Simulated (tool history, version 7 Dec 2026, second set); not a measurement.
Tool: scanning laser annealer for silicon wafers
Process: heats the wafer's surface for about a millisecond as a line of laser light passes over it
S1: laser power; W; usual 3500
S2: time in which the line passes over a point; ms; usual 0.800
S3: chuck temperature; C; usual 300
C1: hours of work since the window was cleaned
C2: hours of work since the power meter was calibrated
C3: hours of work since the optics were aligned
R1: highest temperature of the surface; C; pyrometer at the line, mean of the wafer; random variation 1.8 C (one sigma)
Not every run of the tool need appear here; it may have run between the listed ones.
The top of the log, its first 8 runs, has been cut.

run,hour,S1,S2,S3,C1,C2,C3,R1
9,410.4,3500,0.919,300,330,1664,286,1040
10,481.3,3500,0.919,300,380,1714,335,1043
11,534.6,3025,0.919,300,417,1751,372,912
12,601.0,3025,0.919,300,463,1797,419,910
# hour 611.7: window over the wafer cleaned
13,667.7,3500,0.598,300,39,1842,464,889
14,709.8,3500,0.800,300,68,1872,493,998
15,763.9,3500,0.800,300,106,1909,531,991
# hour 772.9: laser's power meter calibrated
16,828.1,2975,0.800,300,149,38,573,860
17,865.7,3524,0.800,300,175,65,600,996
18,897.0,3524,0.800,300,197,86,621,991
19,942.5,3524,0.800,300,228,118,653,993
20,1002.6,3524,0.800,300,270,160,695,986
21,1054.3,3524,0.800,300,306,196,731,985
22,1109.1,3743,0.586,277,344,234,769,897
23,1143.6,3500,0.716,260,368,258,793,896
# hour 1156.2: laser's power meter calibrated, once more
24,1187.2,3361,0.876,326,397,22,821,1013
25,1232.8,3361,0.876,326,429,53,853,1011
26,1275.0,3214,0.682,320,458,83,883,879
# hour 1294.7: window over the wafer cleaned
27,1318.5,3519,0.649,326,17,112,912,947
28,1375.3,3628,0.800,300,56,151,951,1025
29,1404.6,2979,0.625,322,77,172,972,814
30,1464.5,3697,0.814,304,118,213,1013,1054
31,1493.4,3697,0.814,304,138,234,1033,1056
32,1534.7,3267,0.800,295,167,262,1062,923
33,1602.7,3167,0.974,300,215,310,1110,975

What will run 34 give?
34,1641.1,3829,0.974,300,241,336,1136,?

R1: 1160 C
Were there no unlogged condition in the tool, this run, its random variation unchanged, would have produced R1 1191 C.
